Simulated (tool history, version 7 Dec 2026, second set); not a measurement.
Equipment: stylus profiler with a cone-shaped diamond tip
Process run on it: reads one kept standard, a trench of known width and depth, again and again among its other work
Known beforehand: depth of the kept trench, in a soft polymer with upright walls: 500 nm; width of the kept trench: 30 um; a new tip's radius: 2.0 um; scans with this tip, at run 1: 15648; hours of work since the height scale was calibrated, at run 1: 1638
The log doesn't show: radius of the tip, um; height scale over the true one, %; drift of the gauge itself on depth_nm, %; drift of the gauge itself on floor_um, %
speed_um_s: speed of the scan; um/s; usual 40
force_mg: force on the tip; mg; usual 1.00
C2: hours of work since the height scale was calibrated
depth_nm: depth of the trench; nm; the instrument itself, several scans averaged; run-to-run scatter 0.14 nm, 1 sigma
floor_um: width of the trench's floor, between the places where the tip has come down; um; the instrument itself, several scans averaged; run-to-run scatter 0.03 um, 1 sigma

{"run": 1, "hour": 0.0, "speed_um_s": 40, "force_mg": 1.0, "scans with this tip": 15648, "C2": 1638, "depth_nm": 506.93, "floor_um": 26.17}
{"run": 2, "hour": 136.5, "speed_um_s": 40, "force_mg": 0.58, "scans with this tip": 16046, "C2": 1735, "depth_nm": 505.62, "floor_um": 26.15}
{"run": 3, "hour": 198.1, "speed_um_s": 40, "force_mg": 0.58, "scans with this tip": 16225, "C2": 1779, "depth_nm": 505.85, "floor_um": 26.14}
{"run": 4, "hour": 303.7, "speed_um_s": 40, "force_mg": 0.62, "scans with this tip": 16533, "C2": 1855, "depth_nm": 506.19, "floor_um": 26.16}
{"run": 5, "hour": 399.1, "speed_um_s": 125, "force_mg": 1.0, "scans with this tip": 16812, "C2": 1923, "depth_nm": 507.23, "floor_um": 25.83}
{"run": 6, "hour": 491.3, "speed_um_s": 40, "force_mg": 1.49, "scans with this tip": 17081, "C2": 1989, "depth_nm": 508.77, "floor_um": 26.11}
{"run": 7, "hour": 603.2, "speed_um_s": 40, "force_mg": 0.9, "scans with this tip": 17407, "C2": 2069, "depth_nm": 507.29, "floor_um": 26.06}
{"run": 8, "hour": 692.3, "speed_um_s": 40, "force_mg": 1.0, "scans with this tip": 17667, "C2": 2133, "depth_nm": 507.88, "floor_um": 26.0}
{"hour": 760.5, "done": "height scale calibrated on a step standard"}
{"run": 9, "hour": 775.5, "speed_um_s": 40, "force_mg": 1.0, "scans with this tip": 17908, "C2": 11, "depth_nm": 508.78, "floor_um": 26.08}
{"run": 10, "hour": 853.2, "speed_um_s": 21, "force_mg": 0.36, "scans with this tip": 18135, "C2": 66, "depth_nm": 506.87, "floor_um": 26.09}
{"run": 11, "hour": 942.2, "speed_um_s": 11, "force_mg": 1.43, "scans with this tip": 18394, "C2": 130, "depth_nm": 510.0, "floor_um": 26.12}
{"run": 12, "hour": 1045.6, "speed_um_s": 11, "force_mg": 1.43, "scans with this tip": 18696, "C2": 204, "depth_nm": 509.9, "floor_um": 26.17}
{"run": 13, "hour": 1165.3, "speed_um_s": 11, "force_mg": 1.62, "scans with this tip": 19045, "C2": 290, "depth_nm": 511.02, "floor_um": 26.1}
{"run": 14, "hour": 1232.7, "speed_um_s": 71, "force_mg": 1.91, "scans with this tip": 19242, "C2": 338, "depth_nm": 511.52, "floor_um": 25.95}
{"run": 15, "hour": 1317.5, "speed_um_s": 71, "force_mg": 1.91, "scans with this tip": 19489, "C2": 399, "depth_nm": 511.79, "floor_um": 25.92}
{"hour": 1427.8, "done": "height scale calibrated on a step standard, once more"}
{"run": 16, "hour": 1442.9, "speed_um_s": 71, "force_mg": 1.91, "scans with this tip": 19853, "C2": 11, "depth_nm": 507.17, "floor_um": 25.93}
{"run": 17, "hour": 1577.1, "speed_um_s": 22, "force_mg": 0.34, "scans with this tip": 20245, "C2": 107, "depth_nm": 502.93, "floor_um": 25.94}

Selected run-to-run steps in depth_nm, each split into two signed amounts: the part the tool would show with no hidden state at all (from settings, incoming material and random variation), and the remainder, which goes to the hidden state together with any gauge scatter not common to the measured and the hidden-state-free results:
Run 15 -> 16: height scale calibrated on a step standard, once more. depth_nm -4.62 nm: hidden state -4.85, all else +0.23.

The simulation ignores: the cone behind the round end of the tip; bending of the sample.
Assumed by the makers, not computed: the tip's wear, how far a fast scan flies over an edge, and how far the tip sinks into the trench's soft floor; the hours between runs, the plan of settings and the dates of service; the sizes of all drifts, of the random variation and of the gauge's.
